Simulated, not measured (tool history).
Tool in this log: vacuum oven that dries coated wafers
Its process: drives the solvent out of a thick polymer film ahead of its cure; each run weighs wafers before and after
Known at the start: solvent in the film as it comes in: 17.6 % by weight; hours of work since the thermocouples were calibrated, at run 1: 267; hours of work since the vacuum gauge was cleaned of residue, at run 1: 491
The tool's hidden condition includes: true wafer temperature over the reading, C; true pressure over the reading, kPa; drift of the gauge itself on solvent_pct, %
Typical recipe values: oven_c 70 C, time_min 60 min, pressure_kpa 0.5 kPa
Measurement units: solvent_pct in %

run	day	oven_c	time_min	pressure_kpa	hours of work since the thermocouples were calibrated	hours of work since the vacuum gauge was cleaned of residue	solvent_pct
1	0	70	60	0.5	267	491	2.41
2	0.483	70	60	0.5	275	499	2.4
3	1.171	70	60	0.5	286	510	2.42
4	1.912	78	60	0.5	299	523	0.92
5	2.467	78	60	0.5	308	532	0.97
6	2.988	67	60	0.5	317	541	3.11
7	3.488	67	60	1.889	325	549	3.76
8	3.942	62	60	1.889	333	557	5.37
9	4.425	70	60	0.5	341	565	2.39
10	4.808	70	60	0.5	347	571	2.35
11	5.379	70	60	0.5	357	581	2.38
12	5.767	70	60	0.5	364	588	2.38
13	6.408	70	60	0.883	374	598	2.52
14	6.967	70	60	0.883	384	608	2.54
15	7.45	70	60	0.5	392	616	2.41
16	8.125	70	60	0.5	403	627	2.37
17	8.667	70	60	0.5	412	636	2.37
18	9.362	70	60	1.711	424	648	2.9
19	10.083	70	60	0.857	436	660	2.47
20	10.771	70	60	0.857	448	672	2.51
21	11.212	70	53	0.857	455	679	3.02
22	12	70	60	0.951	468	692	2.59
23	12.588	70	79	0.5	478	702	1.43
24	12.942	70	60	0.5	484	708	2.4
25	13.529	59	71	0.5	494	718	4.69
26	14.2	59	71	0.5	505	729	4.74
27	14.821	63	53	0.775	516	740	5.05
28	15.358	70	43	1.945	525	749	4.38
29	15.771	70	40	0.424	532	756	4.13
30	16.15	70	60	0.895	538	762	2.6
31	16.721	70	60	0.895	548	772	2.55
32	17.258	81	90	0.251	557	781	0.27
33	17.888	81	90	0.251	567	791	0.21
34	18.671	71	98	0.27	580	805	0.74
35	19.229	71	98	0.27	590	814	0.76
36	19.942	81	93	0.571	602	826	0.34
37	20.483	84	50	0.964	611	835	0.78
38	21.179	84	50	0.964	623	847	0.8
39	21.775	84	50	0.964	633	857	0.77
40	22.362	75	64	0.964	643	867	1.37
41	22.875	66	75	0.479	651	875	2.46
42	23.496	70	40	1.347	662	886	4.46
43	24.071	70	40	1.347	671	895	4.44
44	24.629	70	40	1.347	681	905	4.5
45	25.321	70	60	1.623	692	916	2.87
46	25.696	84	60	0.486	699	923	0.46
47	26.158	84	60	0.486	706	930	0.44
48	26.638	82	60	1.228	714	938	0.79

Alternative continuations, all from the tool just after run 48; predict every row:
A	27.404	70	37	1.671	727	951	?
B	27.404	85	60	0.411	727	951	?
C	27.404	66	85	0.54	727	951	?

run	solvent_pct
A	4.98
B	0.38
C	2.02
With no hidden state in the tool, these same runs would have given:
run	solvent_pct
A	4.9
B	0.28
C	1.85
